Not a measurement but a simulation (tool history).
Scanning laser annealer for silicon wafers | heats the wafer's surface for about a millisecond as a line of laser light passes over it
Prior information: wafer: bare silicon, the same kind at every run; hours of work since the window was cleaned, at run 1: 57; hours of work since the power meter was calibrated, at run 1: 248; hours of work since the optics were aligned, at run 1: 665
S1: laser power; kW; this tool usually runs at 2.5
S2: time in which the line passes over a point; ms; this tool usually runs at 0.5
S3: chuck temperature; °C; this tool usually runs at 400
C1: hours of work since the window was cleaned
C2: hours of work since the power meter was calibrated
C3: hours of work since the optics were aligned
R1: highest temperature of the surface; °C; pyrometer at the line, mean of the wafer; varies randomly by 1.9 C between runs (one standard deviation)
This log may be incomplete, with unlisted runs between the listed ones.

{"run": 1, "day": 0.0, "S1": 2.5, "S2": 0.5, "S3": 400, "C1": 57, "C2": 248, "C3": 665, "R1": 1196}
{"run": 2, "day": 0.638, "S1": 2.5, "S2": 0.5, "S3": 400, "C1": 69, "C2": 259, "C3": 676, "R1": 1197}
{"run": 3, "day": 1.262, "S1": 2.5, "S2": 0.5, "S3": 400, "C1": 80, "C2": 271, "C3": 687, "R1": 1196}
{"run": 4, "day": 1.7, "S1": 2.5, "S2": 0.5, "S3": 400, "C1": 88, "C2": 278, "C3": 695, "R1": 1200}
{"run": 5, "day": 2.117, "S1": 2.5, "S2": 0.5, "S3": 400, "C1": 95, "C2": 286, "C3": 703, "R1": 1197}
{"run": 6, "day": 2.654, "S1": 2.5, "S2": 0.5, "S3": 400, "C1": 105, "C2": 296, "C3": 713, "R1": 1199}
{"run": 7, "day": 3.438, "S1": 2.5, "S2": 0.408, "S3": 400, "C1": 119, "C2": 310, "C3": 727, "R1": 1105}
{"run": 8, "day": 4.154, "S1": 2.5, "S2": 0.5, "S3": 385, "C1": 132, "C2": 323, "C3": 739, "R1": 1181}
{"run": 9, "day": 5.033, "S1": 2.5, "S2": 0.5, "S3": 400, "C1": 148, "C2": 338, "C3": 755, "R1": 1198}
{"run": 10, "day": 5.592, "S1": 2.525, "S2": 0.5, "S3": 400, "C1": 158, "C2": 348, "C3": 765, "R1": 1203}
{"run": 11, "day": 6.254, "S1": 2.5, "S2": 0.5, "S3": 400, "C1": 170, "C2": 360, "C3": 777, "R1": 1200}
{"run": 12, "day": 7.017, "S1": 2.5, "S2": 0.5, "S3": 400, "C1": 183, "C2": 374, "C3": 791, "R1": 1195}
{"run": 13, "day": 7.904, "S1": 2.5, "S2": 0.5, "S3": 400, "C1": 199, "C2": 390, "C3": 807, "R1": 1197}
{"run": 14, "day": 8.8, "S1": 2.632, "S2": 0.5, "S3": 400, "C1": 215, "C2": 406, "C3": 823, "R1": 1243}
{"run": 15, "day": 9.592, "S1": 2.632, "S2": 0.5, "S3": 400, "C1": 230, "C2": 420, "C3": 837, "R1": 1243}
{"run": 16, "day": 10.254, "S1": 2.5, "S2": 0.5, "S3": 401, "C1": 242, "C2": 432, "C3": 849, "R1": 1197}
{"run": 17, "day": 11.088, "S1": 2.5, "S2": 0.5, "S3": 401, "C1": 256, "C2": 447, "C3": 864, "R1": 1197}
{"run": 18, "day": 11.842, "S1": 2.5, "S2": 0.5, "S3": 400, "C1": 270, "C2": 461, "C3": 878, "R1": 1196}
{"run": 19, "day": 12.421, "S1": 2.5, "S2": 0.5, "S3": 400, "C1": 280, "C2": 471, "C3": 888, "R1": 1195}
{"run": 20, "day": 12.846, "S1": 2.5, "S2": 0.5, "S3": 400, "C1": 288, "C2": 479, "C3": 896, "R1": 1196}
{"run": 21, "day": 13.429, "S1": 2.483, "S2": 0.379, "S3": 377, "C1": 299, "C2": 489, "C3": 906, "R1": 1049}
{"run": 22, "day": 14.108, "S1": 2.5, "S2": 0.52, "S3": 400, "C1": 311, "C2": 502, "C3": 918, "R1": 1214}
{"run": 23, "day": 14.838, "S1": 2.535, "S2": 0.594, "S3": 400, "C1": 324, "C2": 515, "C3": 932, "R1": 1297}
{"run": 24, "day": 15.358, "S1": 2.292, "S2": 0.414, "S3": 382, "C1": 333, "C2": 524, "C3": 941, "R1": 1033}
{"run": 25, "day": 15.958, "S1": 2.292, "S2": 0.414, "S3": 382, "C1": 344, "C2": 535, "C3": 952, "R1": 1033}
{"run": 26, "day": 16.562, "S1": 2.263, "S2": 0.615, "S3": 426, "C1": 355, "C2": 546, "C3": 963, "R1": 1238}
{"run": 27, "day": 17.092, "S1": 2.179, "S2": 0.368, "S3": 400, "C1": 364, "C2": 555, "C3": 972, "R1": 974}
{"run": 28, "day": 17.554, "S1": 2.5, "S2": 0.487, "S3": 387, "C1": 373, "C2": 564, "C3": 980, "R1": 1174}
{"run": 29, "day": 18.321, "S1": 2.362, "S2": 0.5, "S3": 400, "C1": 387, "C2": 577, "C3": 994, "R1": 1153}
{"run": 30, "day": 18.979, "S1": 2.704, "S2": 0.399, "S3": 400, "C1": 398, "C2": 589, "C3": 1006, "R1": 1161}
{"run": 31, "day": 19.867, "S1": 2.704, "S2": 0.373, "S3": 400, "C1": 414, "C2": 605, "C3": 1022, "R1": 1128}
{"run": 32, "day": 20.412, "S1": 2.704, "S2": 0.373, "S3": 400, "C1": 424, "C2": 615, "C3": 1032, "R1": 1129}
{"run": 33, "day": 21.108, "S1": 2.589, "S2": 0.505, "S3": 377, "C1": 437, "C2": 627, "C3": 1044, "R1": 1210}
{"run": 34, "day": 21.608, "S1": 2.589, "S2": 0.363, "S3": 398, "C1": 446, "C2": 636, "C3": 1053, "R1": 1082}
{"run": 35, "day": 22.033, "S1": 2.13, "S2": 0.414, "S3": 393, "C1": 453, "C2": 644, "C3": 1061, "R1": 995}
{"day": 22.538, "done": "optics aligned, line set to its width"}
{"run": 36, "day": 22.8, "S1": 2.13, "S2": 0.414, "S3": 393, "C1": 463, "C2": 654, "C3": 5, "R1": 993}
{"run": 37, "day": 23.217, "S1": 2.696, "S2": 0.414, "S3": 430, "C1": 471, "C2": 662, "C3": 12, "R1": 1204}
{"run": 38, "day": 23.642, "S1": 2.5, "S2": 0.5, "S3": 366, "C1": 479, "C2": 669, "C3": 20, "R1": 1169}
{"run": 39, "day": 24.429, "S1": 2.5, "S2": 0.5, "S3": 366, "C1": 493, "C2": 683, "C3": 34, "R1": 1164}
{"run": 40, "day": 25.054, "S1": 2.712, "S2": 0.485, "S3": 400, "C1": 504, "C2": 695, "C3": 45, "R1": 1254}

Take each entry between the runs: how does the hidden state at the last listed run before it differ from the hidden state at the first listed run after it?
Logged between run 35 and run 36: optics aligned, line set to its width (day 22.538)
  width of the line over the set one, %: 0.04 -> 0

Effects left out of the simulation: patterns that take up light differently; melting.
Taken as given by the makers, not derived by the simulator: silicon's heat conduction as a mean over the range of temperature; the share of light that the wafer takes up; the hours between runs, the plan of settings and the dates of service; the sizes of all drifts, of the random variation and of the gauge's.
